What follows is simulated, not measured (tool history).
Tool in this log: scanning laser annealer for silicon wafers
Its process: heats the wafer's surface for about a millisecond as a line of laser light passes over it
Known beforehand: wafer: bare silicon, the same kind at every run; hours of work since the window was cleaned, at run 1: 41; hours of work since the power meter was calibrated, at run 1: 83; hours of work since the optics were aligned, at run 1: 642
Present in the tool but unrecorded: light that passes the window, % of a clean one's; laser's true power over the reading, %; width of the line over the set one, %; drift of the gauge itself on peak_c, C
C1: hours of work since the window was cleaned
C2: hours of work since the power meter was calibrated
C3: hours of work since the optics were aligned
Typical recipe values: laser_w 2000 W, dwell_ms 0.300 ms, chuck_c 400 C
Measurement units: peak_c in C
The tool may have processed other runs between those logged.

run 1 hour=0.0 | laser_w=2000 dwell_ms=0.300 chuck_c=400 | C1=41 C2=83 C3=642 | peak_c=1136
run 2 hour=19.7 | laser_w=2000 dwell_ms=0.300 chuck_c=400 | C1=56 C2=98 C3=656 | peak_c=1130
run 3 hour=43.4 | laser_w=2000 dwell_ms=0.300 chuck_c=400 | C1=73 C2=115 C3=674 | peak_c=1133
run 4 hour=58.1 | laser_w=2000 dwell_ms=0.300 chuck_c=400 | C1=84 C2=126 C3=685 | peak_c=1131
run 5 hour=87.4 | laser_w=2000 dwell_ms=0.300 chuck_c=400 | C1=106 C2=148 C3=707 | peak_c=1130
run 6 hour=121.9 | laser_w=2000 dwell_ms=0.300 chuck_c=400 | C1=132 C2=173 C3=732 | peak_c=1130
run 7 hour=145.9 | laser_w=2000 dwell_ms=0.300 chuck_c=400 | C1=149 C2=191 C3=750 | peak_c=1126
-- hour=177.6 optics aligned, line set to its width
run 8 hour=177.6 | laser_w=2000 dwell_ms=0.300 chuck_c=400 | C1=169 C2=211 C3=0 | peak_c=1146
run 9 hour=198.8 | laser_w=2000 dwell_ms=0.300 chuck_c=400 | C1=185 C2=227 C3=16 | peak_c=1139
run 10 hour=215.9 | laser_w=2000 dwell_ms=0.300 chuck_c=400 | C1=197 C2=239 C3=28 | peak_c=1145
run 11 hour=232.9 | laser_w=2000 dwell_ms=0.300 chuck_c=386 | C1=210 C2=252 C3=41 | peak_c=1127
run 12 hour=254.0 | laser_w=2000 dwell_ms=0.300 chuck_c=386 | C1=226 C2=268 C3=57 | peak_c=1124
run 13 hour=270.6 | laser_w=2050 dwell_ms=0.300 chuck_c=400 | C1=238 C2=280 C3=69 | peak_c=1160
run 14 hour=300.6 | laser_w=1905 dwell_ms=0.371 chuck_c=400 | C1=260 C2=302 C3=91 | peak_c=1166
run 15 hour=329.4 | laser_w=2000 dwell_ms=0.284 chuck_c=379 | C1=281 C2=323 C3=112 | peak_c=1095
run 16 hour=349.9 | laser_w=2000 dwell_ms=0.284 chuck_c=379 | C1=297 C2=339 C3=128 | peak_c=1095
run 17 hour=365.1 | laser_w=2000 dwell_ms=0.284 chuck_c=379 | C1=308 C2=350 C3=139 | peak_c=1099
run 18 hour=387.0 | laser_w=1764 dwell_ms=0.284 chuck_c=379 | C1=324 C2=366 C3=155 | peak_c=1001
run 19 hour=413.1 | laser_w=1756 dwell_ms=0.284 chuck_c=410 | C1=343 C2=385 C3=174 | peak_c=1027
run 20 hour=434.6 | laser_w=1701 dwell_ms=0.300 chuck_c=398 | C1=359 C2=401 C3=190 | peak_c=1010
run 21 hour=469.1 | laser_w=1701 dwell_ms=0.329 chuck_c=370 | C1=385 C2=427 C3=216 | peak_c=1005
run 22 hour=492.1 | laser_w=2063 dwell_ms=0.300 chuck_c=400 | C1=402 C2=444 C3=233 | peak_c=1153

Below are 4 alternative next runs, each starting from the tool's condition after run 22. Predict each:
run A hour=518.8 | laser_w=2171 dwell_ms=0.340 chuck_c=400 | C1=422 C2=464 C3=253 | peak_c=?
run B hour=518.8 | laser_w=1798 dwell_ms=0.300 chuck_c=400 | C1=422 C2=464 C3=253 | peak_c=?
run C hour=518.8 | laser_w=2166 dwell_ms=0.300 chuck_c=400 | C1=422 C2=464 C3=253 | peak_c=?
run D hour=518.8 | laser_w=2026 dwell_ms=0.300 chuck_c=372 | C1=422 C2=464 C3=253 | peak_c=?

run=A peak_c=1236
run=B peak_c=1043
run=C peak_c=1193
run=D peak_c=1110
Take away the tool's hidden state, keep each run's random variation, and the runs would have read:
run=A peak_c=1270
run=B peak_c=1068
run=C peak_c=1224
run=D peak_c=1139
